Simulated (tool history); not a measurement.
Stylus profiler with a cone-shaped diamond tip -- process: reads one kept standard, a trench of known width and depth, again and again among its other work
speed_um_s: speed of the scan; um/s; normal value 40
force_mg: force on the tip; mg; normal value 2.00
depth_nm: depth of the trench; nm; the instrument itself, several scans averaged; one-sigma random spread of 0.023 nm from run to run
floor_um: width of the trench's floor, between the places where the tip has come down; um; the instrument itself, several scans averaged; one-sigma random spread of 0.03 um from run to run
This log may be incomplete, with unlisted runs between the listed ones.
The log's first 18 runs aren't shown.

run,day,speed_um_s,force_mg,depth_nm,floor_um
19,23.929,24,3.62,102.34,47.72
20,25.233,12,3.62,102.38,47.75
21,26.925,96,3.62,102.31,47.43
22,28.846,96,3.62,102.36,47.36
23,30.929,16,2.93,102.10,47.65
24,31.892,16,1.69,101.56,47.64
25,33.571,16,1.69,101.55,47.64
26,35.025,82,1.69,101.57,47.32
27,36.946,82,1.69,101.55,47.31
28,37.954,141,2.25,101.85,47.05
29,39.925,13,0.86,101.11,47.57
30,40.812,13,0.86,101.14,47.56
31,42.900,13,0.86,101.14,47.56

4 ways to go on from here, each from the tool as it stands after run 31. What would each give?
A,44.333,40,1.16,?,?
B,44.333,45,1.08,?,?
C,44.333,58,0.86,?,?
D,44.333,40,2.47,?,?

run,depth_nm,floor_um
A,101.31,47.43
B,101.30,47.34
C,101.13,47.24
D,102.02,47.49
Without the tool's unlogged condition, the same runs would have read:
run,depth_nm,floor_um
A,100.96,48.39
B,100.96,48.30
C,100.78,48.20
D,101.68,48.45
